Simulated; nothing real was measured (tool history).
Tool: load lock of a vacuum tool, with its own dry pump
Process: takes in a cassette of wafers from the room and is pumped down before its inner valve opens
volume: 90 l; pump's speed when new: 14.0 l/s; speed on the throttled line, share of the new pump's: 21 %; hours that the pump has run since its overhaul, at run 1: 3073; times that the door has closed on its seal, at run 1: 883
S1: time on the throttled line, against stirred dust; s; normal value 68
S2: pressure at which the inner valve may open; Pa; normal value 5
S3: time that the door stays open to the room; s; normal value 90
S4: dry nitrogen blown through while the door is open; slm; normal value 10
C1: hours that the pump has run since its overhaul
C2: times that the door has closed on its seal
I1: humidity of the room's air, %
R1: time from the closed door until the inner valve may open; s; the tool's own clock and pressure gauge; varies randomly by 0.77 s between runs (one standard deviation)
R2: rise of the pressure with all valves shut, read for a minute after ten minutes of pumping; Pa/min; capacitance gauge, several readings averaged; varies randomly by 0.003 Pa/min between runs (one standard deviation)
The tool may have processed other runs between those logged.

Run 1, hour 0: usual settings; C1 3073; C2 883; I1 45. Result: R1 121.4 s, R2 0.039 Pa/min.
Run 2, hour 147.2: usual settings; C1 3220; C2 1512; I1 48.1. Result: R1 121.1 s, R2 0.049 Pa/min.
Run 3, hour 309.1: usual settings but S2 10 Pa; C1 3382; C2 2205; I1 45.8. Result: R1 115 s, R2 0.044 Pa/min.
Run 4, hour 394.5: usual settings; C1 3467; C2 2571; I1 45.6. Result: R1 120.3 s, R2 0.053 Pa/min.
Run 5, hour 567.4: usual settings but S4 38 slm; C1 3640; C2 3310; I1 46.9. Result: R1 121.1 s, R2 0.032 Pa/min.
Run 6, hour 731.7: usual settings; C1 3804; C2 4013; I1 42.6. Result: R1 121.8 s, R2 0.055 Pa/min.
Run 7, hour 881.5: usual settings; C1 3954; C2 4654; I1 46.7. Result: R1 120.8 s, R2 0.053 Pa/min.
Run 8, hour 990.3: usual settings; C1 4063; C2 5120; I1 46.8. Result: R1 119.1 s, R2 0.059 Pa/min.
Run 9, hour 1088.2: usual settings; C1 4161; C2 5539; I1 43.9. Result: R1 120.4 s, R2 0.058 Pa/min.
Run 10, hour 1205.3: usual settings; C1 4278; C2 6040; I1 46.7. Result: R1 120.2 s, R2 0.061 Pa/min.
Run 11, hour 1341.6: usual settings; C1 4414; C2 6623; I1 43.7. Result: R1 120.6 s, R2 0.067 Pa/min.
Run 12, hour 1505.2: usual settings but S1 57 s, S4 18 slm; C1 4578; C2 7323; I1 44.7. Result: R1 112.6 s, R2 0.059 Pa/min.
Run 13, hour 1599.2: usual settings but S1 57 s, S2 7 Pa, S3 69 s, S4 18 slm; C1 4672; C2 7725; I1 46.1. Result: R1 110.1 s, R2 0.057 Pa/min.
Run 14, hour 1772: usual settings but S1 86 s, S2 4 Pa; C1 4845; C2 8464; I1 44.2. Result: R1 136.4 s, R2 0.074 Pa/min.
Run 15, hour 1881.1: usual settings but S1 124 s, S3 150 s, S4 23 slm; C1 4954; C2 8931; I1 44.6. Result: R1 163.9 s, R2 0.069 Pa/min.
Run 16, hour 1955.5: usual settings but S1 47 s, S2 8 Pa, S3 79 s, S4 6 slm; C1 5028; C2 9249; I1 41.6. Result: R1 100.8 s, R2 0.077 Pa/min.
Run 17, hour 2076.5: usual settings but S1 37 s, S2 8 Pa; C1 5149; C2 9767; I1 47.7. Result: R1 93.3 s, R2 0.08 Pa/min.
Run 18, hour 2180.3: usual settings but S1 37 s, S2 8 Pa; C1 5253; C2 10211; I1 45.2. Result: R1 92.8 s, R2 0.086 Pa/min.
Run 19, hour 2333.2: usual settings but S2 7 Pa, S3 142 s, S4 28 slm; C1 5406; C2 10865; I1 42.8. Result: R1 120 s, R2 0.077 Pa/min.
Run 20, hour 2409.3: usual settings but S1 63 s, S2 7 Pa, S3 142 s, S4 28 slm; C1 5482; C2 11191; I1 43.8. Result: R1 113.9 s, R2 0.078 Pa/min.
Run 21, hour 2524.4: usual settings but S1 63 s, S2 4 Pa, S3 95 s, S4 17 slm; C1 5597; C2 11683; I1 45.5. Result: R1 119.7 s, R2 0.087 Pa/min.
Run 22, hour 2693.9: usual settings but S4 7 slm; C1 5767; C2 12409; I1 45.3. Result: R1 121.7 s, R2 0.099 Pa/min.

Alternative continuations, all from the tool just after run 22; predict every row:
Run A, hour 2768.2: usual settings but S3 236 s, S4 5 slm; C1 5841; C2 12727; I1 46.5. Result: R1 ?, R2 ?.
Run B, hour 2768.2: usual settings but S2 9 Pa, S3 42 s, S4 11 slm; C1 5841; C2 12727; I1 46.5. Result: R1 ?, R2 ?.
Run C, hour 2768.2: usual settings but S1 36 s, S3 34 s; C1 5841; C2 12727; I1 47.1. Result: R1 ?, R2 ?.
Run D, hour 2768.2: usual settings but S1 57 s; C1 5841; C2 12727; I1 43.2. Result: R1 ?, R2 ?.

run     R1     R2
  A  122.1   0.13
  B  118.1  0.092
  C   97.3  0.088
  D  113.5  0.098
With no hidden state in the tool, these same runs would have given:
run     R1     R2
  A  118.9  0.068
  B  115.2   0.03
  C   93.7  0.026
  D  110.4  0.036
